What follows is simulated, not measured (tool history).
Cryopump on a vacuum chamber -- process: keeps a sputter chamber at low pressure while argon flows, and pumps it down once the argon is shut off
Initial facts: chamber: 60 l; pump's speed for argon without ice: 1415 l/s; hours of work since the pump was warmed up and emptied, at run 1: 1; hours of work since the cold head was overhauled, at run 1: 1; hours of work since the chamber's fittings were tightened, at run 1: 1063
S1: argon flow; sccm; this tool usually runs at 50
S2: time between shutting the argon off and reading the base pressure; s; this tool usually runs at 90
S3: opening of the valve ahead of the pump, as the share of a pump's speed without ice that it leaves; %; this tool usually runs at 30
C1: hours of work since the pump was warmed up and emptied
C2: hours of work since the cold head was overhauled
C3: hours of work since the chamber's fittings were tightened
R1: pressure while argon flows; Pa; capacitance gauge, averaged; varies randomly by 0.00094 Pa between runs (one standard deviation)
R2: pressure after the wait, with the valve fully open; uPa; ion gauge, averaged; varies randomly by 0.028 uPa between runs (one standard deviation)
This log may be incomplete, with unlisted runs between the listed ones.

run	hour	S1	S2	S3	C1	C2	C3	R1	R2
1	0	50	90	30	1	1	1063	0.1977	2.72
2	12.1	39	90	30	10	10	1072	0.1542	2.79
3	32.7	50	81	30	25	25	1088	0.1992	2.96
4	43.3	50	90	30	33	33	1096	0.2009	2.72
5	59.7	50	90	30	46	46	1108	0.1994	2.79
6	80.2	50	90	30	61	61	1124	0.2001	2.92
7	96.3	50	90	30	73	73	1136	0.2034	2.88
8	118	50	90	30	90	90	1152	0.2007	2.94
9	136	28	90	30	104	104	1166	0.113	2.95
10	150.4	50	90	30	114	114	1177	0.2012	2.93
11	166.2	50	90	30	126	126	1189	0.2028	2.98
12	179.5	20	90	30	136	136	1199	0.0802	2.97
13	198.2	50	90	23	151	151	1213	0.2631	2.94
14	209.1	50	90	23	159	159	1221	0.2625	3
15	223.4	50	90	23	170	170	1232	0.2613	3.09
16	242.5	50	90	23	184	184	1246	0.2628	3.02
17	256.7	50	90	23	195	195	1257	0.2621	3.09
18	282	33	90	17	214	214	1276	0.2347	3.13
19	296.3	50	144	30	225	225	1287	0.2024	2.79
20	307	26	138	16	233	233	1295	0.1944	2.82
21	320	26	138	16	243	243	1305	0.1942	2.86
22	335.2	26	138	16	254	254	1317	0.1959	2.85
23	359.4	26	138	16	273	273	1335	0.1951	2.86
24	371	23	25	35	281	281	1344	0.0817	6.02
25	385.9	50	21	31	293	293	1355	0.1974	6.67
26	398.3	24	90	37	302	302	1364	0.0783	3.27
27	409	50	52	16	310	310	1373	0.3754	4
28	428.5	50	52	16	325	325	1387	0.3759	4.07
29	447.8	80	207	28	340	340	1402	0.347	2.8
30	463.4	22	21	59	351	351	1414	0.0464	6.8

Run 31 is up next; what results do you expect?
31	484.9	50	276	48	368	368	1430	?	?

R1: 0.1285 Pa
R2: 2.67 uPa
On a tool with no hidden condition, and with the same random variation, this run would have come out at R1 0.1232 Pa, R2 0.55 uPa.
